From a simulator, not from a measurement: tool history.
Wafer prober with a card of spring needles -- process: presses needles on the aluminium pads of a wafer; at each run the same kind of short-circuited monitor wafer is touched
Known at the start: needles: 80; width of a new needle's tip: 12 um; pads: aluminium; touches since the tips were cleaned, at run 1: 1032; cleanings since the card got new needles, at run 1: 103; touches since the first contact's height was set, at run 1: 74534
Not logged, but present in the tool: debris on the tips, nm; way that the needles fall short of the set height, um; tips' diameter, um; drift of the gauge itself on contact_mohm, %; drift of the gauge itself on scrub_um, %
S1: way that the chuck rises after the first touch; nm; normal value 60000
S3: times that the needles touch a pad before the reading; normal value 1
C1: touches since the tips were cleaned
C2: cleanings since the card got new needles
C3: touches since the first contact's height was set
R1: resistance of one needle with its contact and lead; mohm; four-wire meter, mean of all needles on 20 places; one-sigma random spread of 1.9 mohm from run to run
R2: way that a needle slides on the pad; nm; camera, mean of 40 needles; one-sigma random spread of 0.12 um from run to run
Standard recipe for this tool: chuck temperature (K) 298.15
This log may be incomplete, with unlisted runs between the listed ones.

Run 1, hour 0.0: usual settings; C1 1032; C2 103; C3 74534. Result: R1 238 mohm, R2 10720 nm.
At hour 2.8: tips cleaned on abrasive film.
At hour 7.3: tips cleaned on abrasive film.
At hour 11.8: tips cleaned on abrasive film.
At hour 16.3: tips cleaned on abrasive film.
At hour 20.8: tips cleaned on abrasive film.
At hour 25.4: tips cleaned on abrasive film.
At hour 29.0: tips cleaned on abrasive film.
At hour 33.5: tips cleaned on abrasive film.
At hour 38.1: tips cleaned on abrasive film.
At hour 42.6: tips cleaned on abrasive film.
At hour 46.2: tips cleaned on abrasive film.
At hour 50.7: tips cleaned on abrasive film.
At hour 55.3: tips cleaned on abrasive film.
At hour 59.8: tips cleaned on abrasive film.
Run 2, hour 60.7: usual settings; C1 548; C2 117; C3 111833. Result: R1 229 mohm, R2 10570 nm.
At hour 64.3: tips cleaned on abrasive film.
At hour 68.8: tips cleaned on abrasive film.
At hour 72.5: tips cleaned on abrasive film.
At hour 77.0: tips cleaned on abrasive film.
At hour 80.6: tips cleaned on abrasive film.
At hour 85.1: tips cleaned on abrasive film.
At hour 89.7: tips cleaned on abrasive film.
At hour 94.2: tips cleaned on abrasive film.
At hour 97.8: tips cleaned on abrasive film.
At hour 102.4: tips cleaned on abrasive film.
At hour 106.9: tips cleaned on abrasive film.
Run 3, hour 110.0: usual settings; C1 1934; C2 128; C3 142166. Result: R1 262 mohm, R2 10280 nm.
At hour 110.9: tips cleaned on abrasive film.
At hour 115.5: tips cleaned on abrasive film.
At hour 120.0: tips cleaned on abrasive film.
At hour 124.5: tips cleaned on abrasive film.
At hour 129.0: tips cleaned on abrasive film.
At hour 132.7: tips cleaned on abrasive film.
At hour 137.2: tips cleaned on abrasive film.
At hour 141.7: tips cleaned on abrasive film.
At hour 145.4: tips cleaned on abrasive film.
At hour 149.9: tips cleaned on abrasive film.
Run 4, hour 150.2: usual settings but S1 62000 nm; C1 188; C2 138; C3 166854. Result: R1 216 mohm, R2 10440 nm.
At hour 153.8: tips cleaned on abrasive film.
At hour 157.5: tips cleaned on abrasive film.
At hour 162.0: tips cleaned on abrasive film.
At hour 166.5: tips cleaned on abrasive film.
At hour 170.1: tips cleaned on abrasive film.
At hour 174.7: tips cleaned on abrasive film.
At hour 179.2: tips cleaned on abrasive film.
At hour 182.8: tips cleaned on abrasive film.
At hour 186.5: tips cleaned on abrasive film.
At hour 191.0: tips cleaned on abrasive film.
At hour 194.8: height of the first contact set anew.
At hour 195.8: tips cleaned on abrasive film.
At hour 200.3: tips cleaned on abrasive film.
At hour 204.0: tips cleaned on abrasive film.
At hour 208.5: tips cleaned on abrasive film.
At hour 212.4: tips cleaned on abrasive film.
Run 5, hour 212.4: usual settings but S1 64000 nm; C1 0; C2 153; C3 10720. Result: R1 198 mohm, R2 11630 nm.
At hour 216.9: tips cleaned on abrasive film.
At hour 220.5: tips cleaned on abrasive film.
At hour 225.0: tips cleaned on abrasive film.
At hour 229.6: tips cleaned on abrasive film.
At hour 234.1: tips cleaned on abrasive film.
At hour 237.7: tips cleaned on abrasive film.
At hour 241.4: tips cleaned on abrasive film.
Run 6, hour 241.7: usual settings but S3 2; C1 181; C2 160; C3 28717. Result: R1 207 mohm, R2 10830 nm.
At hour 245.3: tips cleaned on abrasive film.
At hour 249.8: tips cleaned on abrasive film.
At hour 253.5: tips cleaned on abrasive film.
At hour 258.0: tips cleaned on abrasive film.
At hour 261.6: tips cleaned on abrasive film.
At hour 266.1: tips cleaned on abrasive film.
At hour 269.8: tips cleaned on abrasive film.
At hour 274.3: tips cleaned on abrasive film.
At hour 277.9: tips cleaned on abrasive film.
At hour 282.5: tips cleaned on abrasive film.
Run 7, hour 284.5: usual settings but S1 77000 nm; C1 1306; C2 170; C3 55082. Result: R1 238 mohm, R2 13680 nm.
At hour 286.4: tips cleaned on abrasive film.
At hour 290.9: tips cleaned on abrasive film.
At hour 295.5: tips cleaned on abrasive film.
At hour 300.0: tips cleaned on abrasive film.
At hour 304.5: tips cleaned on abrasive film.
At hour 309.0: tips cleaned on abrasive film.
At hour 313.6: tips cleaned on abrasive film.
At hour 318.1: tips cleaned on abrasive film.
At hour 322.6: tips cleaned on abrasive film.
At hour 326.2: tips cleaned on abrasive film.
At hour 330.8: tips cleaned on abrasive film.
Run 8, hour 330.9: usual settings but S1 77000 nm; C1 62; C2 181; C3 83544. Result: R1 205 mohm, R2 13620 nm.
At hour 334.5: tips cleaned on abrasive film.
At hour 339.0: tips cleaned on abrasive film.
At hour 343.6: tips cleaned on abrasive film.
At hour 348.1: tips cleaned on abrasive film.
At hour 352.6: tips cleaned on abrasive film.
At hour 357.1: tips cleaned on abrasive film.
At hour 361.7: tips cleaned on abrasive film.
At hour 365.3: tips cleaned on abrasive film.
At hour 369.8: tips cleaned on abrasive film.
At hour 374.3: tips cleaned on abrasive film.
At hour 378.3: tips cleaned on abrasive film.
Run 9, hour 378.3: usual settings but S1 77000 nm; C1 0; C2 192; C3 112681. Result: R1 200 mohm, R2 13440 nm.
At hour 382.8: tips cleaned on abrasive film.
At hour 387.3: tips cleaned on abrasive film.
At hour 391.8: tips cleaned on abrasive film.
At hour 396.4: tips cleaned on abrasive film.
At hour 400.9: tips cleaned on abrasive film.
At hour 405.4: tips cleaned on abrasive film.
At hour 409.9: tips cleaned on abrasive film.
At hour 414.5: tips cleaned on abrasive film.
At hour 418.1: tips cleaned on abrasive film.
At hour 422.6: tips cleaned on abrasive film.
At hour 427.1: tips cleaned on abrasive film.
At hour 430.8: tips cleaned on abrasive film.
At hour 435.3: tips cleaned on abrasive film.
At hour 438.9: tips cleaned on abrasive film.
Run 10, hour 442.0: usual settings but S1 77000 nm; C1 1940; C2 206; C3 151929. Result: R1 244 mohm, R2 13460 nm.
At hour 443.0: tips cleaned on abrasive film.
At hour 447.5: tips cleaned on abrasive film.
At hour 452.1: tips cleaned on abrasive film.
At hour 456.6: tips cleaned on abrasive film.
At hour 460.2: tips cleaned on abrasive film.
At hour 464.7: tips cleaned on abrasive film.
At hour 469.3: tips cleaned on abrasive film.
At hour 472.9: tips cleaned on abrasive film.
At hour 477.4: tips cleaned on abrasive film.
At hour 482.0: tips cleaned on abrasive film.
At hour 486.5: tips cleaned on abrasive film.
At hour 491.0: tips cleaned on abrasive film.
Run 11, hour 494.1: usual settings but S1 54000 nm; C1 1924; C2 218; C3 183923. Result: R1 293 mohm, R2 9200 nm.
At hour 495.0: tips cleaned on abrasive film.
At hour 499.6: tips cleaned on abrasive film.
At hour 504.1: tips cleaned on abrasive film.
At hour 508.6: tips cleaned on abrasive film.
At hour 510.7: height of the first contact set anew.
At hour 513.4: tips cleaned on abrasive film.
At hour 518.0: tips cleaned on abrasive film.
At hour 522.5: tips cleaned on abrasive film.
At hour 526.5: tips cleaned on abrasive film.
Run 12, hour 526.5: usual settings but chuck temperature (K) 308.15, S3 2; C1 0; C2 226; C3 9721. Result: R1 207 mohm, R2 10920 nm.
At hour 531.0: tips cleaned on abrasive film.
At hour 535.6: tips cleaned on abrasive film.
At hour 540.1: tips cleaned on abrasive film.
At hour 543.7: tips cleaned on abrasive film.
At hour 548.3: tips cleaned on abrasive film.
At hour 552.8: tips cleaned on abrasive film.
At hour 556.4: tips cleaned on abrasive film.
At hour 560.9: tips cleaned on abrasive film.
At hour 565.5: tips cleaned on abrasive film.
At hour 570.0: tips cleaned on abrasive film.
At hour 574.5: tips cleaned on abrasive film.
At hour 578.1: tips cleaned on abrasive film.
At hour 582.7: tips cleaned on abrasive film.
Run 13, hour 585.4: usual settings but S1 75000 nm, chuck temperature (K) 333.15, S3 2; C1 1728; C2 239; C3 45971. Result: R1 228 mohm, R2 13190 nm.
At hour 586.4: tips cleaned on abrasive film.
At hour 590.0: tips cleaned on abrasive film.
At hour 594.6: tips cleaned on abrasive film.
At hour 599.1: tips cleaned on abrasive film.
At hour 603.6: tips cleaned on abrasive film.
At hour 608.1: tips cleaned on abrasive film.
At hour 611.8: tips cleaned on abrasive film.
At hour 616.3: tips cleaned on abrasive film.
At hour 619.9: tips cleaned on abrasive film.
Run 14, hour 621.3: usual settings but S3 2; C1 858; C2 248; C3 67987. Result: R1 235 mohm, R2 10590 nm.
At hour 624.1: tips cleaned on abrasive film.
At hour 628.6: tips cleaned on abrasive film.
At hour 633.1: tips cleaned on abrasive film.
At hour 637.6: tips cleaned on abrasive film.
At hour 641.3: tips cleaned on abrasive film.
At hour 645.8: tips cleaned on abrasive film.
At hour 649.4: tips cleaned on abrasive film.
At hour 653.9: tips cleaned on abrasive film.
At hour 658.5: tips cleaned on abrasive film.
At hour 663.0: tips cleaned on abrasive film.
At hour 667.5: tips cleaned on abrasive film.
Run 15, hour 670.8: usual settings but chuck temperature (K) 330.15, S3 2; C1 2091; C2 259; C3 98476. Result: R1 263 mohm, R2 10550 nm.
At hour 671.8: tips cleaned on abrasive film.
At hour 676.3: tips cleaned on abrasive film.
At hour 680.9: tips cleaned on abrasive film.
At hour 684.5: tips cleaned on abrasive film.
At hour 689.0: tips cleaned on abrasive film.
At hour 693.6: tips cleaned on abrasive film.
At hour 698.1: tips cleaned on abrasive film.
At hour 702.6: tips cleaned on abrasive film.
At hour 707.1: tips cleaned on abrasive film.
Run 16, hour 709.1: usual settings but S1 76000 nm; C1 1246; C2 268; C3 121994. Result: R1 242 mohm, R2 13340 nm.
At hour 711.0: tips cleaned on abrasive film.
At hour 714.6: tips cleaned on abrasive film.
At hour 719.1: tips cleaned on abrasive film.
At hour 723.7: tips cleaned on abrasive film.
At hour 728.2: tips cleaned on abrasive film.
At hour 732.7: tips cleaned on abrasive film.
At hour 737.2: tips cleaned on abrasive film.
At hour 741.8: tips cleaned on abrasive film.
At hour 746.3: tips cleaned on abrasive film.
At hour 749.9: tips cleaned on abrasive film.
At hour 754.4: tips cleaned on abrasive film.
Run 17, hour 754.4: usual settings but chuck temperature (K) 344.15, S3 2; C1 0; C2 279; C3 149820. Result: R1 220 mohm, R2 10170 nm.

Below are 3 alternative next runs, each starting from the tool's condition after run 17. Predict each:
At hour 758.9: tips cleaned on abrasive film.
At hour 763.5: tips cleaned on abrasive film.
At hour 767.1: tips cleaned on abrasive film.
At hour 770.7: tips cleaned on abrasive film.
At hour 775.3: tips cleaned on abrasive film.
At hour 779.8: tips cleaned on abrasive film.
At hour 784.3: tips cleaned on abrasive film.
At hour 788.8: tips cleaned on abrasive film.
At hour 792.5: tips cleaned on abrasive film.
Run A, hour 792.5: usual settings but S1 73000 nm, chuck temperature (K) 361.15, S3 2; C1 33; C2 288; C3 173240. Result: R1 ?, R2 ?.
At hour 758.9: tips cleaned on abrasive film.
At hour 763.5: tips cleaned on abrasive film.
At hour 767.1: tips cleaned on abrasive film.
At hour 770.7: tips cleaned on abrasive film.
At hour 775.3: tips cleaned on abrasive film.
At hour 779.8: tips cleaned on abrasive film.
At hour 784.3: tips cleaned on abrasive film.
At hour 788.8: tips cleaned on abrasive film.
At hour 792.5: tips cleaned on abrasive film.
Run B, hour 792.5: usual settings but S1 44000 nm, chuck temperature (K) 310.15, S3 2; C1 33; C2 288; C3 173240. Result: R1 ?, R2 ?.
At hour 758.9: tips cleaned on abrasive film.
At hour 763.5: tips cleaned on abrasive film.
At hour 767.1: tips cleaned on abrasive film.
At hour 770.7: tips cleaned on abrasive film.
At hour 775.3: tips cleaned on abrasive film.
At hour 779.8: tips cleaned on abrasive film.
At hour 784.3: tips cleaned on abrasive film.
At hour 788.8: tips cleaned on abrasive film.
At hour 792.5: tips cleaned on abrasive film.
Run C, hour 792.5: usual settings but chuck temperature (K) 334.15, S3 2; C1 33; C2 288; C3 173240. Result: R1 ?, R2 ?.

run   R1     R2
  A  215  12520
  B  216   7290
  C  210  10030
Take away the tool's hidden state, keep each run's random variation, and the runs would have read:
run   R1     R2
  A  208  13270
  B  201   8030
  C  201  10770
